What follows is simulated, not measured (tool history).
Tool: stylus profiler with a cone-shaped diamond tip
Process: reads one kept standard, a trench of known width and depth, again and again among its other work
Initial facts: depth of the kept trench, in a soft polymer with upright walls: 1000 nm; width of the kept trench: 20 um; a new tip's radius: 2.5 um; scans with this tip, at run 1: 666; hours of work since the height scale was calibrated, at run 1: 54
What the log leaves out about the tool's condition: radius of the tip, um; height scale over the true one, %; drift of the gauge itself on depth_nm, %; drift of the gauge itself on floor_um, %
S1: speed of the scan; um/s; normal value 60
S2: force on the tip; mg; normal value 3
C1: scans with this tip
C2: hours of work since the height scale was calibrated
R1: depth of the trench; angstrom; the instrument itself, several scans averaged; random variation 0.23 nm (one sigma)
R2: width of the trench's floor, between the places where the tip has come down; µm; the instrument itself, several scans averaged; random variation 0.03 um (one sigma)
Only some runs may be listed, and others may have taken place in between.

run 1 hour=0 | S1=60 S2=3 | C1=666 C2=54 | R1=10127.1 R2=15.46
run 2 hour=34.4 | S1=60 S2=3.04 | C1=937 C2=76 | R1=10132.1 R2=15.41
run 3 hour=63.5 | S1=24 S2=3 | C1=1166 C2=95 | R1=10129.8 R2=15.62
run 4 hour=84.2 | S1=24 S2=3 | C1=1329 C2=108 | R1=10126.3 R2=15.5
run 5 hour=122.1 | S1=60 S2=3 | C1=1627 C2=133 | R1=10125.9 R2=15.29
run 6 hour=158.6 | S1=60 S2=1.46 | C1=1915 C2=156 | R1=10075.8 R2=15.09
run 7 hour=184.4 | S1=60 S2=1.46 | C1=2118 C2=173 | R1=10074.7 R2=15.02
run 8 hour=216.8 | S1=37 S2=4.38 | C1=2373 C2=194 | R1=10167 R2=15.32
run 9 hour=239.7 | S1=31 S2=5.85 | C1=2553 C2=208 | R1=10203.2 R2=15.31
run 10 hour=270.7 | S1=169 S2=5.09 | C1=2798 C2=228 | R1=10177.3 R2=14.71
run 11 hour=313.7 | S1=61 S2=1.07 | C1=3136 C2=256 | R1=10058.6 R2=14.75
run 12 hour=333.7 | S1=61 S2=1.07 | C1=3294 C2=269 | R1=10057.6 R2=14.77
run 13 hour=373.7 | S1=61 S2=1.07 | C1=3609 C2=295 | R1=10062.7 R2=14.69
run 14 hour=401.5 | S1=75 S2=7.79 | C1=3828 C2=312 | R1=10240.3 R2=14.98

Branching from run 14: 3 alternative next runs. What would each branch give?
run A hour=427.2 | S1=60 S2=2.12 | C1=4030 C2=329 | R1=? R2=?
run B hour=427.2 | S1=23 S2=8.12 | C1=4030 C2=329 | R1=? R2=?
run C hour=427.2 | S1=99 S2=1.63 | C1=4030 C2=329 | R1=? R2=?

run=A R1=10099.3 R2=14.86
run=B R1=10250.8 R2=15.15
run=C R1=10078.3 R2=14.44
With no hidden state in the tool, these same runs would have given:
run=A R1=10107.2 R2=15.65
run=B R1=10258.8 R2=15.94
run=C R1=10086.3 R2=15.22
